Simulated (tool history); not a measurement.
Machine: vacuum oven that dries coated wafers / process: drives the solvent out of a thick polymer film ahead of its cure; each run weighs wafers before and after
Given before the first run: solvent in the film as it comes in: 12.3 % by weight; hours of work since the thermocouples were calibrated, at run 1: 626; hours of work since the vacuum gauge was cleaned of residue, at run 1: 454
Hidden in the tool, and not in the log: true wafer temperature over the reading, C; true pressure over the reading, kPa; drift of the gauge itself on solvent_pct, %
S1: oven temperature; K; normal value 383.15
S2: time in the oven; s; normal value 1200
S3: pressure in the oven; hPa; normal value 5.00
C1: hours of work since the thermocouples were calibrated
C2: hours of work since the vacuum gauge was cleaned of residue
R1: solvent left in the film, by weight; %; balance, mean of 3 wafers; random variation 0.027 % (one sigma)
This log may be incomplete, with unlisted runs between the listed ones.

run	hour	S1	S2	S3	C1	C2	R1
1	0.0	383.15	1200	5.00	626	454	1.43
2	17.0	383.15	1200	5.00	640	467	1.38
3	56.5	395.15	1200	5.00	671	498	0.41
4	82.7	395.15	1200	5.00	691	519	0.38
5	105.7	370.15	1200	5.00	709	537	4.15
6	132.1	393.15	1200	5.00	730	557	0.54
7	173.4	393.15	1200	5.00	762	589	0.49
8	200.8	393.15	1200	5.00	783	611	0.50
9	237.5	393.15	1200	5.00	812	640	0.52
10	255.7	383.15	1200	5.00	826	654	1.52
11	294.0	383.15	1200	5.00	856	684	1.49
# hour 305.1: oven's thermocouples calibrated
12	332.2	383.15	1200	5.00	21	712	1.50
13	365.0	383.15	1200	10.49	47	738	1.72
14	392.6	383.15	1200	5.00	68	759	1.48
15	409.4	383.15	1200	5.00	82	772	1.47
16	435.2	383.15	1200	5.00	102	792	1.48
17	466.5	383.15	1200	5.00	126	817	1.50
18	496.1	378.15	960	19.90	149	840	3.91
19	512.9	378.15	960	19.90	162	853	3.91
20	544.9	393.15	1560	19.90	187	878	1.05
21	584.9	396.15	1260	18.56	219	910	0.97
22	624.2	396.15	1260	18.56	249	940	0.96
23	653.9	396.15	1260	18.56	273	963	0.93
24	691.8	370.15	660	5.27	302	993	6.18
25	721.3	370.15	660	5.27	325	1016	6.25
26	748.7	370.15	900	2.57	347	1038	5.18
27	775.3	372.15	960	19.73	367	1058	5.43
28	808.7	372.15	960	19.73	394	1084	5.51
29	837.5	372.15	960	19.73	416	1107	5.48
30	878.9	372.15	960	19.73	448	1139	5.42
31	908.8	389.15	660	10.04	472	1163	2.40
32	926.9	383.15	720	11.74	486	1177	3.42
33	958.3	383.15	720	11.74	511	1201	3.48
34	987.0	392.15	1140	11.82	533	1224	0.98

Consider 5 possible next runs. They are alternatives, not a sequence: every one starts from the tool as it was left by run 34. What does each give?
A	1017.9	373.15	1620	6.37	557	1248	?
B	1017.9	378.15	1140	3.44	557	1248	?
C	1017.9	370.15	660	12.76	557	1248	?
D	1017.9	370.15	1380	5.00	557	1248	?
E	1017.9	383.15	720	11.97	557	1248	?

run	R1
A	2.84
B	2.71
C	6.70
D	3.91
E	3.47
Take away the tool's hidden state, keep each run's random variation, and the runs would have read:
run	R1
A	2.31
B	2.25
C	6.28
D	3.37
E	3.06
